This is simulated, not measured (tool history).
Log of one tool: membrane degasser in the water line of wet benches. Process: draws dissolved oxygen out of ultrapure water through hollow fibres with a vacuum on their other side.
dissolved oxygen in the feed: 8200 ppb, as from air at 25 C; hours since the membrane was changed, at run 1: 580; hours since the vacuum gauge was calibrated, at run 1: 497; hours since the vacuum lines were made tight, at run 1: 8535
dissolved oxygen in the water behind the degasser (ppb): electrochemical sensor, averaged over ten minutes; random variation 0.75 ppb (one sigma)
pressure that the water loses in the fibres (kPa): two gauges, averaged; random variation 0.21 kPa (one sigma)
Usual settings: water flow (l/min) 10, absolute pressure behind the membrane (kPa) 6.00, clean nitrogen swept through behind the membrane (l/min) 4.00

run,hour,water flow (l/min),absolute pressure behind the membrane (kPa),clean nitrogen swept through behind the membrane (l/min),hours since the membrane was changed,hours since the vacuum gauge was calibrated,hours since the vacuum lines were made tight,dissolved oxygen in the water behind the degasser (ppb),pressure that the water loses in the fibres (kPa)
1,0.0,10,6.00,4.00,580,497,8535,69.3,51.03
2,30.4,10,6.00,11.81,611,528,8566,57.3,50.94
3,72.7,10,6.00,11.81,653,570,8608,58.2,51.17
4,125.0,10,6.00,11.81,705,622,8660,58.0,50.89
5,177.5,10,6.00,11.81,758,675,8713,56.9,50.77
6,207.5,10,6.00,11.81,788,705,8743,56.9,50.61
7,252.7,10,10.62,4.00,833,750,8788,97.2,50.74
8,292.8,10,10.62,4.00,873,790,8828,97.1,51.21
9,328.3,10,10.62,4.00,909,826,8864,97.6,50.70
10,357.3,10,10.62,4.00,938,855,8893,97.7,51.39
11,381.5,10,10.62,4.00,962,879,8917,96.3,50.85
12,429.5,10,6.00,4.00,1010,927,8965,68.4,50.79
13,454.3,10,6.00,4.40,1035,952,8990,67.3,50.61
14,502.0,10,6.00,4.40,1082,999,9037,67.6,50.25
15,547.2,10,6.00,3.01,1128,1045,9083,75.0,50.91
16,591.5,10,6.00,3.01,1172,1089,9127,74.8,50.53
17,624.0,10,6.00,3.01,1204,1121,9159,74.4,50.67
18,668.5,10,7.11,3.01,1249,1166,9204,84.4,50.21
19,706.7,15,6.13,5.32,1287,1204,9242,177.0,76.01
20,734.0,16,7.46,5.32,1314,1231,9269,212.0,80.70
21,762.3,8,5.85,9.39,1343,1260,9298,30.7,40.23
22,785.7,14,9.51,10.38,1366,1283,9321,153.0,70.23
23,820.0,11,5.10,4.19,1400,1317,9355,80.6,55.14
24,863.8,13,9.72,1.61,1444,1361,9399,231.8,65.03
25,889.6,8,9.39,1.81,1470,1387,9425,92.0,40.36
26,932.7,7,7.88,6.90,1513,1430,9468,26.9,35.35
27,960.6,7,10.29,1.74,1541,1458,9496,84.6,34.92
28,1007.7,10,6.00,3.74,1588,1505,9543,69.2,50.01
29,1055.6,10,6.00,3.74,1636,1553,9591,70.3,49.92
30,1100.5,10,8.52,4.00,1681,1598,9636,84.4,49.57
31,1139.7,9,7.31,9.13,1720,1637,9675,47.3,44.98
32,1163.3,6,7.31,10.28,1744,1661,9699,13.8,29.99

4 ways to go on from here, each from the tool as it stands after run 32. What would each give?
A,1211.9,7,4.00,1.64,1792,1709,9747,?,?
B,1211.9,7,9.57,4.04,1792,1709,9747,?,?
C,1211.9,6,9.16,7.90,1792,1709,9747,?,?
D,1211.9,13,6.00,4.00,1792,1709,9747,?,?

run,dissolved oxygen in the water behind the degasser (ppb),pressure that the water loses in the fibres (kPa)
A,23.8,35.03
B,42.9,35.07
C,19.7,30.09
D,129.6,65.07
Without the tool's hidden state the same runs would have given:
run,dissolved oxygen in the water behind the degasser (ppb),pressure that the water loses in the fibres (kPa)
A,23.7,35.84
B,42.9,35.87
C,19.6,30.79
D,129.5,66.57

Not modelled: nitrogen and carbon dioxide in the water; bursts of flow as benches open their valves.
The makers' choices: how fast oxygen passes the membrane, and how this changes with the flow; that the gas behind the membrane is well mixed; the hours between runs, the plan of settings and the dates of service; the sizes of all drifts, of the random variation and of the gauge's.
